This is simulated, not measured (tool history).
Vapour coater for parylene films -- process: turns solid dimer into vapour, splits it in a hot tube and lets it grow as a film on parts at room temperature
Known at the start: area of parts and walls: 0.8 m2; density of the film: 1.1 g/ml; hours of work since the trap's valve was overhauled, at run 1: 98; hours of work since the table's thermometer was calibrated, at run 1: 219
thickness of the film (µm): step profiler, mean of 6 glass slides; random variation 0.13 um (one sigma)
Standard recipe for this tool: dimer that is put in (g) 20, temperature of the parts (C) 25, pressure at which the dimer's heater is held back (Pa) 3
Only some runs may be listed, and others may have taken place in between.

run	day	dimer that is put in (g)	temperature of the parts (C)	pressure at which the dimer's heater is held back (Pa)	hours of work since the trap's valve was overhauled	hours of work since the table's thermometer was calibrated	thickness of the film (µm)
1	0	20	25	3	98	219	16.55
2	0.958	20	25	3	118	239	16.62
3	1.967	20	25	3	139	259	16.41
4	2.717	20	25	3	154	275	16.46
5	3.35	20	25	3	167	288	16.31
6	4.05	20	25	3	182	302	16.21
7	4.679	20	25	3	194	315	16.41
8	5.267	20	25	3	206	327	15.99
9	6.304	20	25	3	228	348	16.41
10	6.75	20	25	3	237	357	16.13
11	7.404	20	25	3	250	371	16.04
12	7.871	20	25	3	260	381	15.99
13	8.717	20	25	3	277	398	15.99
14	9.492	20	25	3	293	414	16.11
15	10.117	10	25	3	306	427	8.08
16	10.642	10	25	3	317	437	8.01
17	11.496	10	25	3	334	455	7.99
18	12.133	20	25	3	348	468	15.86
19	13.15	20	25	3	368	489	15.84
20	13.788	20	25	3	381	502	15.77
21	14.5	20	25	3	396	517	15.63
22	15.208	17	25	3	411	531	13.21
23	15.638	17	25	3	419	540	13.47
24	16.167	26	25	5	430	551	19.81
25	17.192	26	25	5	451	572	19.65
26	17.925	26	25	5	466	587	19.98
27	18.75	35	25	4.52	483	604	26.12
28	19.55	35	25	4.52	500	620	26.48
# day 19.875: trap's valve overhauled
29	20.596	30	25	5.37	15	638	24.17
# day 20.696: table's thermometer calibrated
30	21.438	12	37	8.51	31	15	5.22
31	21.971	28	36	6.13	42	26	13.08
32	22.488	28	36	6.13	53	37	12.84
33	22.983	13	17	8.1	63	47	14.03
34	23.938	19	18	4.6	83	67	20.74
35	24.879	19	18	4.6	102	86	20.87
36	25.908	26	30	3.66	123	107	16.48
# day 26.254: table's thermometer calibrated, once more
37	26.492	26	18	3.66	134	5	28.25
38	27.488	15	18	4.28	155	25	16.23
39	28.279	19	19	11.99	171	42	19.05
40	28.888	19	19	11.99	183	54	19.01
41	29.662	19	19	11.99	199	70	18.88
42	30.183	19	25	7.33	210	81	14.39
43	30.75	19	29	4.26	222	92	12.36
44	31.633	18	33	3.81	240	110	9.67
45	32.171	11	33	7.22	251	122	5.69
46	32.621	16	21	7.22	260	131	14.79

Across each entry between runs, compare the hidden state at the last listed run before it with the hidden state at the first listed run after it:
In the gap between runs 28 and 29: trap's valve overhauled (day 19.875)
  vapour lost through the trap's worn valve, %: 7.1 -> 1.3
  the result without the hidden state subtracted from the measured one, thickness of the film (µm): -1.9 -> -0.21
In the gap between runs 29 and 30: table's thermometer calibrated (day 20.696)
  vapour lost through the trap's worn valve, %: 1.3 -> 1.5; true temperature of the parts over the reading, C: -0.09 -> -0.15
  the result without the hidden state subtracted from the measured one, thickness of the film (µm): -0.21 -> -0.04
In the gap between runs 36 and 37: table's thermometer calibrated, once more (day 26.254)
  vapour lost through the trap's worn valve, %: 2.8 -> 2.9; true temperature of the parts over the reading, C: -0.16 -> -0.09
  the result without the hidden state subtracted from the measured one, thickness of the film (µm): -0.34 -> -0.84
